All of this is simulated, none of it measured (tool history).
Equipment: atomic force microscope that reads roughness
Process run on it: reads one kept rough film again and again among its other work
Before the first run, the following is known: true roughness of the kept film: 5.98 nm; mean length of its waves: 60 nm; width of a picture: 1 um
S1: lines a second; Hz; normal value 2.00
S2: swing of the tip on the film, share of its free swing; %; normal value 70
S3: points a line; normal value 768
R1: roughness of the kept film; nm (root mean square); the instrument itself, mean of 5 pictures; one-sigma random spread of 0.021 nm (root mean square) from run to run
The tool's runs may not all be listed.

{"run": 1, "hour": 0.0, "S1": 2.0, "S2": 70, "S3": 768, "R1": 5.163}
{"run": 2, "hour": 29.9, "S1": 2.0, "S2": 70, "S3": 768, "R1": 5.145}
{"run": 3, "hour": 59.3, "S1": 2.0, "S2": 70, "S3": 768, "R1": 5.115}
{"run": 4, "hour": 91.2, "S1": 0.77, "S2": 70, "S3": 768, "R1": 5.465}
{"run": 5, "hour": 115.0, "S1": 0.86, "S2": 70, "S3": 768, "R1": 5.424}
{"hour": 127.0, "done": "new tip fitted"}
{"run": 6, "hour": 154.6, "S1": 0.86, "S2": 70, "S3": 768, "R1": 5.41}
{"run": 7, "hour": 175.6, "S1": 0.86, "S2": 70, "S3": 768, "R1": 5.432}
{"run": 8, "hour": 216.1, "S1": 0.86, "S2": 70, "S3": 768, "R1": 5.446}
{"hour": 253.2, "done": "new tip fitted"}
{"run": 9, "hour": 260.3, "S1": 2.0, "S2": 70, "S3": 768, "R1": 5.1}
{"run": 10, "hour": 304.2, "S1": 2.0, "S2": 70, "S3": 768, "R1": 5.147}
{"run": 11, "hour": 333.3, "S1": 2.0, "S2": 70, "S3": 768, "R1": 5.141}
{"run": 12, "hour": 364.9, "S1": 2.0, "S2": 70, "S3": 695, "R1": 5.107}
{"hour": 378.0, "done": "new tip fitted"}
{"run": 13, "hour": 394.4, "S1": 2.0, "S2": 70, "S3": 695, "R1": 5.142}
{"run": 14, "hour": 431.0, "S1": 2.0, "S2": 70, "S3": 768, "R1": 5.126}
{"run": 15, "hour": 457.7, "S1": 2.0, "S2": 70, "S3": 768, "R1": 5.121}
{"run": 16, "hour": 478.8, "S1": 0.7, "S2": 85, "S3": 768, "R1": 5.217}
{"hour": 505.1, "done": "new tip fitted"}
{"run": 17, "hour": 521.7, "S1": 2.9, "S2": 71, "S3": 768, "R1": 4.89}
{"run": 18, "hour": 548.0, "S1": 1.09, "S2": 79, "S3": 412, "R1": 5.197}
{"run": 19, "hour": 596.1, "S1": 0.59, "S2": 74, "S3": 340, "R1": 5.441}
{"run": 20, "hour": 621.0, "S1": 1.98, "S2": 73, "S3": 406, "R1": 5.044}
{"hour": 630.0, "done": "new tip fitted"}
{"run": 21, "hour": 644.4, "S1": 0.86, "S2": 87, "S3": 432, "R1": 5.127}
{"run": 22, "hour": 665.9, "S1": 1.49, "S2": 70, "S3": 378, "R1": 5.255}
{"run": 23, "hour": 692.8, "S1": 1.49, "S2": 70, "S3": 378, "R1": 5.281}
{"run": 24, "hour": 742.0, "S1": 1.49, "S2": 70, "S3": 378, "R1": 5.254}
{"hour": 755.7, "done": "new tip fitted"}
{"run": 25, "hour": 768.6, "S1": 3.18, "S2": 56, "S3": 269, "R1": 5.306}
{"run": 26, "hour": 788.9, "S1": 2.71, "S2": 70, "S3": 271, "R1": 4.905}
{"run": 27, "hour": 832.3, "S1": 2.87, "S2": 61, "S3": 768, "R1": 5.202}
{"run": 28, "hour": 854.0, "S1": 2.87, "S2": 61, "S3": 768, "R1": 5.223}
{"run": 29, "hour": 877.8, "S1": 2.87, "S2": 61, "S3": 768, "R1": 5.198}

Alternative continuations, all from the tool just after run 29; predict every row:
{"hour": 882.7, "done": "new tip fitted"}
{"run": "A", "hour": 923.4, "S1": 2.87, "S2": 61, "S3": 694, "R1": "?"}
{"hour": 882.7, "done": "new tip fitted"}
{"run": "B", "hour": 923.4, "S1": 1.66, "S2": 70, "S3": 768, "R1": "?"}
{"hour": 882.7, "done": "new tip fitted"}
{"run": "C", "hour": 923.4, "S1": 2.0, "S2": 66, "S3": 456, "R1": "?"}
{"hour": 882.7, "done": "new tip fitted"}
{"run": "D", "hour": 923.4, "S1": 2.87, "S2": 73, "S3": 768, "R1": "?"}

run=A R1=5.226
run=B R1=5.201
run=C R1=5.246
run=D R1=4.788
The same runs, with their run-to-run variation unchanged, on a tool lacking any hidden condition would have given:
run=A R1=5.234
run=B R1=5.208
run=C R1=5.254
run=D R1=4.795
